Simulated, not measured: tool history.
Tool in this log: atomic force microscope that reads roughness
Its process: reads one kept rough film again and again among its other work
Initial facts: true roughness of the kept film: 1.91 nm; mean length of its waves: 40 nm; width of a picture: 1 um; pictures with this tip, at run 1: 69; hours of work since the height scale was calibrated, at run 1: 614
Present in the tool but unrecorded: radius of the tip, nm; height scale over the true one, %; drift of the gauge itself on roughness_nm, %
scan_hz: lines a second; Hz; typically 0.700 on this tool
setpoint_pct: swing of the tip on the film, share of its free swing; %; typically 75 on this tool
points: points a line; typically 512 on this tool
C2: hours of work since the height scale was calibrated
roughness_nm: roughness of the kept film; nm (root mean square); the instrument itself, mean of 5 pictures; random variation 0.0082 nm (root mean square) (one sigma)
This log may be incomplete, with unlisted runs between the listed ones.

run 1 hour=0.0 | scan_hz=0.700 setpoint_pct=75 points=512 | pictures_with_this_tip=69 C2=614 | roughness_nm=1.686
-- hour=14.0 new tip fitted
run 2 hour=25.8 | scan_hz=0.700 setpoint_pct=75 points=512 | pictures_with_this_tip=15 C2=628 | roughness_nm=1.764
run 3 hour=39.3 | scan_hz=0.700 setpoint_pct=75 points=273 | pictures_with_this_tip=32 C2=635 | roughness_nm=1.728
run 4 hour=68.3 | scan_hz=0.700 setpoint_pct=63 points=512 | pictures_with_this_tip=69 C2=651 | roughness_nm=1.681
-- hour=81.2 new tip fitted
run 5 hour=81.3 | scan_hz=0.700 setpoint_pct=75 points=512 | pictures_with_this_tip=0 C2=658 | roughness_nm=1.785
run 6 hour=99.5 | scan_hz=0.700 setpoint_pct=75 points=512 | pictures_with_this_tip=23 C2=668 | roughness_nm=1.753
run 7 hour=130.3 | scan_hz=0.700 setpoint_pct=62 points=512 | pictures_with_this_tip=62 C2=685 | roughness_nm=1.698
-- hour=150.0 new tip fitted
run 8 hour=157.7 | scan_hz=0.700 setpoint_pct=62 points=512 | pictures_with_this_tip=9 C2=700 | roughness_nm=1.798
run 9 hour=181.8 | scan_hz=0.700 setpoint_pct=62 points=512 | pictures_with_this_tip=40 C2=714 | roughness_nm=1.744
run 10 hour=196.8 | scan_hz=0.700 setpoint_pct=62 points=512 | pictures_with_this_tip=59 C2=722 | roughness_nm=1.706
run 11 hour=210.6 | scan_hz=0.700 setpoint_pct=62 points=512 | pictures_with_this_tip=77 C2=729 | roughness_nm=1.665
-- hour=218.5 new tip fitted
run 12 hour=237.1 | scan_hz=0.700 setpoint_pct=62 points=512 | pictures_with_this_tip=24 C2=744 | roughness_nm=1.768
run 13 hour=256.1 | scan_hz=0.700 setpoint_pct=62 points=512 | pictures_with_this_tip=48 C2=754 | roughness_nm=1.725
run 14 hour=274.7 | scan_hz=0.700 setpoint_pct=75 points=512 | pictures_with_this_tip=71 C2=765 | roughness_nm=1.676
-- hour=285.1 new tip fitted
run 15 hour=295.3 | scan_hz=0.700 setpoint_pct=76 points=512 | pictures_with_this_tip=13 C2=776 | roughness_nm=1.769
run 16 hour=312.9 | scan_hz=0.700 setpoint_pct=76 points=512 | pictures_with_this_tip=35 C2=785 | roughness_nm=1.733
run 17 hour=339.8 | scan_hz=0.700 setpoint_pct=76 points=390 | pictures_with_this_tip=69 C2=800 | roughness_nm=1.673
-- hour=351.8 new tip fitted
run 18 hour=359.1 | scan_hz=1.376 setpoint_pct=75 points=512 | pictures_with_this_tip=9 C2=811 | roughness_nm=1.751
run 19 hour=384.4 | scan_hz=1.376 setpoint_pct=75 points=512 | pictures_with_this_tip=42 C2=825 | roughness_nm=1.701
run 20 hour=405.7 | scan_hz=1.376 setpoint_pct=75 points=512 | pictures_with_this_tip=69 C2=837 | roughness_nm=1.665
-- hour=418.6 new tip fitted
run 21 hour=421.3 | scan_hz=0.700 setpoint_pct=75 points=328 | pictures_with_this_tip=4 C2=845 | roughness_nm=1.787
run 22 hour=443.4 | scan_hz=0.700 setpoint_pct=75 points=328 | pictures_with_this_tip=32 C2=857 | roughness_nm=1.738
run 23 hour=469.0 | scan_hz=0.931 setpoint_pct=75 points=328 | pictures_with_this_tip=65 C2=871 | roughness_nm=1.673
-- hour=484.4 new tip fitted
run 24 hour=496.4 | scan_hz=0.700 setpoint_pct=63 points=512 | pictures_with_this_tip=15 C2=886 | roughness_nm=1.775
run 25 hour=515.9 | scan_hz=0.700 setpoint_pct=63 points=512 | pictures_with_this_tip=40 C2=897 | roughness_nm=1.737
run 26 hour=540.4 | scan_hz=0.700 setpoint_pct=63 points=512 | pictures_with_this_tip=71 C2=911 | roughness_nm=1.691
-- hour=553.2 new tip fitted
run 27 hour=555.7 | scan_hz=1.782 setpoint_pct=63 points=663 | pictures_with_this_tip=4 C2=919 | roughness_nm=1.781
run 28 hour=581.5 | scan_hz=0.700 setpoint_pct=70 points=475 | pictures_with_this_tip=36 C2=933 | roughness_nm=1.728
run 29 hour=597.3 | scan_hz=2.667 setpoint_pct=75 points=649 | pictures_with_this_tip=56 C2=942 | roughness_nm=1.637
-- hour=600.5 height scale calibrated on a step standard
-- hour=621.2 new tip fitted
run 30 hour=624.8 | scan_hz=2.727 setpoint_pct=59 points=512 | pictures_with_this_tip=4 C2=13 | roughness_nm=1.769
run 31 hour=646.6 | scan_hz=2.727 setpoint_pct=59 points=512 | pictures_with_this_tip=32 C2=25 | roughness_nm=1.740
run 32 hour=666.0 | scan_hz=2.270 setpoint_pct=73 points=512 | pictures_with_this_tip=57 C2=36 | roughness_nm=1.659
run 33 hour=685.1 | scan_hz=0.685 setpoint_pct=70 points=539 | pictures_with_this_tip=81 C2=46 | roughness_nm=1.678
-- hour=688.3 new tip fitted
run 34 hour=714.0 | scan_hz=3.629 setpoint_pct=85 points=612 | pictures_with_this_tip=32 C2=62 | roughness_nm=1.557
-- hour=733.3 height scale calibrated on a step standard, once more
run 35 hour=742.8 | scan_hz=3.291 setpoint_pct=75 points=305 | pictures_with_this_tip=68 C2=5 | roughness_nm=1.576
-- hour=757.4 new tip fitted
run 36 hour=771.0 | scan_hz=3.291 setpoint_pct=75 points=305 | pictures_with_this_tip=17 C2=21 | roughness_nm=1.650
run 37 hour=786.5 | scan_hz=3.291 setpoint_pct=77 points=305 | pictures_with_this_tip=37 C2=29 | roughness_nm=1.625
run 38 hour=808.6 | scan_hz=2.053 setpoint_pct=58 points=324 | pictures_with_this_tip=65 C2=41 | roughness_nm=1.661
-- hour=824.6 new tip fitted
run 39 hour=835.2 | scan_hz=1.764 setpoint_pct=57 points=819 | pictures_with_this_tip=14 C2=56 | roughness_nm=1.789
run 40 hour=856.7 | scan_hz=1.346 setpoint_pct=57 points=661 | pictures_with_this_tip=41 C2=68 | roughness_nm=1.726
run 41 hour=870.5 | scan_hz=1.060 setpoint_pct=66 points=661 | pictures_with_this_tip=59 C2=75 | roughness_nm=1.693
-- hour=891.0 new tip fitted
run 42 hour=891.0 | scan_hz=0.700 setpoint_pct=76 points=512 | pictures_with_this_tip=0 C2=86 | roughness_nm=1.803
run 43 hour=918.5 | scan_hz=0.700 setpoint_pct=70 points=714 | pictures_with_this_tip=35 C2=102 | roughness_nm=1.735
run 44 hour=947.1 | scan_hz=0.615 setpoint_pct=56 points=318 | pictures_with_this_tip=71 C2=117 | roughness_nm=1.675
-- hour=958.2 new tip fitted
run 45 hour=964.5 | scan_hz=0.615 setpoint_pct=56 points=318 | pictures_with_this_tip=8 C2=127 | roughness_nm=1.791
run 46 hour=980.7 | scan_hz=1.374 setpoint_pct=71 points=512 | pictures_with_this_tip=29 C2=136 | roughness_nm=1.723
run 47 hour=1007.1 | scan_hz=1.521 setpoint_pct=86 points=471 | pictures_with_this_tip=62 C2=150 | roughness_nm=1.612
-- hour=1024.5 new tip fitted
run 48 hour=1033.1 | scan_hz=1.351 setpoint_pct=79 points=424 | pictures_with_this_tip=11 C2=165 | roughness_nm=1.723
run 49 hour=1058.6 | scan_hz=1.351 setpoint_pct=79 points=424 | pictures_with_this_tip=43 C2=179 | roughness_nm=1.659
run 50 hour=1075.8 | scan_hz=2.197 setpoint_pct=69 points=465 | pictures_with_this_tip=65 C2=188 | roughness_nm=1.640
-- hour=1093.4 new tip fitted
run 51 hour=1103.2 | scan_hz=2.197 setpoint_pct=69 points=465 | pictures_with_this_tip=12 C2=203 | roughness_nm=1.724

Predict each of these 5 candidate next runs independently; none follows another, all start after run 51:
run A hour=1130.0 | scan_hz=3.911 setpoint_pct=57 points=728 | pictures_with_this_tip=46 C2=218 | roughness_nm=?
run B hour=1130.0 | scan_hz=0.700 setpoint_pct=70 points=512 | pictures_with_this_tip=46 C2=218 | roughness_nm=?
run C hour=1130.0 | scan_hz=1.327 setpoint_pct=78 points=460 | pictures_with_this_tip=46 C2=218 | roughness_nm=?
run D hour=1130.0 | scan_hz=0.615 setpoint_pct=63 points=693 | pictures_with_this_tip=46 C2=218 | roughness_nm=?
run E hour=1130.0 | scan_hz=2.117 setpoint_pct=75 points=512 | pictures_with_this_tip=46 C2=218 | roughness_nm=?

run=A roughness_nm=1.703
run=B roughness_nm=1.701
run=C roughness_nm=1.689
run=D roughness_nm=1.724
run=E roughness_nm=1.672
Take away the tool's hidden state, keep each run's random variation, and the runs would have read:
run=A roughness_nm=1.780
run=B roughness_nm=1.779
run=C roughness_nm=1.766
run=D roughness_nm=1.803
run=E roughness_nm=1.749
